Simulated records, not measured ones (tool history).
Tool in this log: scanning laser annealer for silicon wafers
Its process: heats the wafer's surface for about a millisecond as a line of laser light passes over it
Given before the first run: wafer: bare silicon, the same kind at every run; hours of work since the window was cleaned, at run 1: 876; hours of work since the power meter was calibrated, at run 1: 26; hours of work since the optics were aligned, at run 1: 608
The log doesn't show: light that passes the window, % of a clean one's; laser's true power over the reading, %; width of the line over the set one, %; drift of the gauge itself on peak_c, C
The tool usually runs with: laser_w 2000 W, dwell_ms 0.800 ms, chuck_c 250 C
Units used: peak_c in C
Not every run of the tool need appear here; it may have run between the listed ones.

run,hour,laser_w,dwell_ms,chuck_c,hours of work since the window was cleaned,hours of work since the power meter was calibrated,hours of work since the optics were aligned,peak_c
1,0.0,2000,0.800,250,876,26,608,1058
2,24.8,2000,0.800,278,892,42,623,1086
3,53.1,2000,0.800,278,910,60,641,1087
# hour 82.0: window over the wafer cleaned
4,88.2,2000,0.800,278,4,81,662,1085
5,133.9,2000,0.800,278,33,110,691,1087
6,177.4,2000,0.800,278,61,137,719,1084
7,224.8,2000,0.800,278,91,167,749,1083
8,261.4,2000,0.800,278,114,191,772,1086
9,286.9,2000,0.800,250,130,207,788,1059
10,327.7,2000,0.916,250,156,233,814,1113
11,368.1,2000,0.916,250,182,258,840,1111
12,401.9,2000,0.916,250,203,280,861,1115
13,439.1,2063,0.800,250,227,303,885,1087
14,488.7,2063,0.800,250,258,335,917,1081
15,514.5,2000,0.800,250,274,351,933,1058
16,550.0,2000,0.800,250,297,374,955,1054
17,596.7,2000,0.800,250,327,403,985,1057
18,629.5,2000,0.800,250,347,424,1006,1060
19,657.4,2000,0.800,250,365,442,1024,1060
20,695.0,2000,0.800,250,389,466,1047,1056
21,720.7,2000,0.608,268,405,482,1064,971
22,751.3,1735,0.737,227,425,502,1083,901
23,779.3,2000,0.567,252,443,519,1101,934
24,826.2,2000,0.583,235,472,549,1131,923
25,857.7,2000,0.583,235,492,569,1151,925
26,890.8,2030,0.791,282,513,590,1172,1100
27,938.8,1826,0.616,237,544,621,1202,886
28,962.6,2022,0.989,256,559,636,1217,1165
29,1011.2,2054,0.587,270,590,666,1248,982
30,1060.8,1771,0.598,235,621,698,1280,855
31,1107.8,1771,0.598,235,651,728,1309,857
32,1136.0,1771,0.757,268,669,746,1327,967
33,1161.7,1959,0.863,240,685,762,1344,1061
34,1190.8,1783,0.772,259,704,780,1362,965
35,1231.1,1976,0.570,255,729,806,1388,931
36,1263.2,1790,0.939,255,750,826,1408,1039
37,1299.8,2039,0.910,250,773,850,1431,1130
38,1329.5,2039,0.910,250,792,868,1450,1127
# hour 1345.8: optics aligned, line set to its width
39,1378.7,1826,0.800,285,820,897,21,1020
40,1418.5,1826,0.800,285,845,922,46,1022

For each entry between runs, how does the tool's hidden state at the last listed run before it compare with that at the first listed run after it?
After run 3, before run 4: window over the wafer cleaned (hour 82.0)
  light that passes the window, % of a clean one's: 99.97 -> 100
After run 38, before run 39: optics aligned, line set to its width (hour 1345.8)
  laser's true power over the reading, %: 0 -> -0.01; width of the line over the set one, %: 0.07 -> 0

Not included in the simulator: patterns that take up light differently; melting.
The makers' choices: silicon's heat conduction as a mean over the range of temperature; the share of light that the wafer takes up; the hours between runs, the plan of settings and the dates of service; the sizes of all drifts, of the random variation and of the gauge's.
